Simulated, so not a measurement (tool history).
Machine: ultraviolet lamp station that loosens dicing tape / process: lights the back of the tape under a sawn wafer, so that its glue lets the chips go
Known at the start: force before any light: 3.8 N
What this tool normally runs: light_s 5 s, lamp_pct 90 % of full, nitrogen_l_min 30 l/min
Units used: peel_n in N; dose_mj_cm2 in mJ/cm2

Run 1, hour 0: usual settings. Result: peel_n 0.31 N, dose_mj_cm2 326 mJ/cm2.
Run 2, hour 61.3: usual settings. Result: peel_n 0.311 N, dose_mj_cm2 320 mJ/cm2.
Run 3, hour 115.3: usual settings. Result: peel_n 0.319 N, dose_mj_cm2 316 mJ/cm2.
Run 4, hour 178.9: usual settings. Result: peel_n 0.317 N, dose_mj_cm2 310 mJ/cm2.
Run 5, hour 246.1: usual settings but light_s 6 s. Result: peel_n 0.252 N, dose_mj_cm2 369 mJ/cm2.
Run 6, hour 312.4: usual settings. Result: peel_n 0.335 N, dose_mj_cm2 307 mJ/cm2.
Run 7, hour 346.8: usual settings. Result: peel_n 0.335 N, dose_mj_cm2 305 mJ/cm2.
Run 8, hour 388.4: usual settings. Result: peel_n 0.343 N, dose_mj_cm2 298 mJ/cm2.
Run 9, hour 459: usual settings. Result: peel_n 0.344 N, dose_mj_cm2 295 mJ/cm2.
Run 10, hour 493.3: usual settings but light_s 2 s, nitrogen_l_min 55 l/min. Result: peel_n 1.158 N, dose_mj_cm2 116 mJ/cm2.
Run 11, hour 533.2: usual settings but light_s 4 s, nitrogen_l_min 31 l/min. Result: peel_n 0.52 N, dose_mj_cm2 232 mJ/cm2.
Run 12, hour 596.6: usual settings but light_s 4 s, nitrogen_l_min 31 l/min. Result: peel_n 0.499 N, dose_mj_cm2 231 mJ/cm2.
Run 13, hour 666.4: usual settings but light_s 4 s, nitrogen_l_min 31 l/min. Result: peel_n 0.526 N, dose_mj_cm2 228 mJ/cm2.
At hour 671.8: window cleaned of glue's vapour.
Run 14, hour 711.2: usual settings but light_s 4 s, nitrogen_l_min 31 l/min. Result: peel_n 0.553 N, dose_mj_cm2 225 mJ/cm2.
Run 15, hour 778.8: usual settings but light_s 2 s, lamp_pct 68 % of full, nitrogen_l_min 57 l/min. Result: peel_n 1.612 N, dose_mj_cm2 83 mJ/cm2.
Run 16, hour 809.2: usual settings but light_s 7 s, lamp_pct 80 % of full, nitrogen_l_min 18 l/min. Result: peel_n 0.338 N, dose_mj_cm2 336 mJ/cm2.
Run 17, hour 864.9: usual settings but light_s 7 s, lamp_pct 80 % of full, nitrogen_l_min 18 l/min. Result: peel_n 0.346 N, dose_mj_cm2 337 mJ/cm2.
Run 18, hour 899.8: usual settings but nitrogen_l_min 22 l/min. Result: peel_n 0.462 N, dose_mj_cm2 269 mJ/cm2.

Branching from run 18: 4 alternative next runs. What would each branch give?
At hour 905.2: window cleaned of glue's vapour, once more.
Run A, hour 966.6: usual settings but light_s 9 s, nitrogen_l_min 35 l/min. Result: peel_n ?, dose_mj_cm2 ?.
At hour 905.2: window cleaned of glue's vapour, once more.
Run B, hour 966.6: usual settings but lamp_pct 63 % of full. Result: peel_n ?, dose_mj_cm2 ?.
At hour 905.2: window cleaned of glue's vapour, once more.
Run C, hour 966.6: usual settings but light_s 7 s, nitrogen_l_min 22 l/min. Result: peel_n ?, dose_mj_cm2 ?.
At hour 905.2: window cleaned of glue's vapour, once more.
Run D, hour 966.6: usual settings but lamp_pct 91 % of full, nitrogen_l_min 35 l/min. Result: peel_n ?, dose_mj_cm2 ?.

run  peel_n  dose_mj_cm2
  A   0.182          513
  B   0.643          200
  C   0.252          398
  D   0.365          287
The same runs, with their run-to-run variation unchanged, on a tool lacking any hidden condition would have given:
run  peel_n  dose_mj_cm2
  A   0.169          615
  B   0.483          239
  C   0.206          478
  D   0.278          344
